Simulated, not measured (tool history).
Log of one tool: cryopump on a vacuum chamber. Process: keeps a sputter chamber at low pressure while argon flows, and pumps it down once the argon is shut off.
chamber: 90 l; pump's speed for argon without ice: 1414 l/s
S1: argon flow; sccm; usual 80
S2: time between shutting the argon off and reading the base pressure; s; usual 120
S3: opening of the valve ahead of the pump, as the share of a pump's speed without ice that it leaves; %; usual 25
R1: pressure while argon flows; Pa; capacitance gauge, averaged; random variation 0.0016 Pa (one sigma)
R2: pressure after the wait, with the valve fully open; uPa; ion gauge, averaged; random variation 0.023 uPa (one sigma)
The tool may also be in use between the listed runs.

run   hour  S1   S2  S3      R1    R2
  1      0  80  120  25  0.3859  0.76
  2   19.1  63  120  25  0.3036  0.73
  3   38.3  80  120  25  0.3897  0.76
  4     58  80  120  25   0.392  0.81
  5   82.1  80  120  25  0.3903  0.79
  6   97.9  80  120  54   0.187  0.81
  7  125.9  80  120  54  0.1852  0.84
  8    157  80  127  54  0.1861  0.82
  9  175.1  80  127  54  0.1862  0.81
 10  188.5  80  127  54  0.1873  0.82
 11  207.1  80  127  54  0.1886  0.88
 12  223.4  80  127  54  0.1882  0.88

5 ways to go on from here, each from the tool as it stands after run 12. What would each give?
  A  237.5  157   48  25   ?   ?
  B  237.5  141  238  53   ?   ?
  C  237.5   38  127  58   ?   ?
  D  237.5  144  127  54   ?   ?
  E  237.5   80  144  23   ?   ?

run      R1    R2
  A  0.7717  1.65
  B  0.3356  0.66
  C   0.084  0.86
  D   0.336  0.85
  E  0.4273  0.79
Without the tool's hidden state the same runs would have given:
run      R1    R2
  A  0.7506  1.44
  B  0.3167  0.45
  C  0.0789  0.65
  D  0.3167  0.65
  E  0.4165  0.58

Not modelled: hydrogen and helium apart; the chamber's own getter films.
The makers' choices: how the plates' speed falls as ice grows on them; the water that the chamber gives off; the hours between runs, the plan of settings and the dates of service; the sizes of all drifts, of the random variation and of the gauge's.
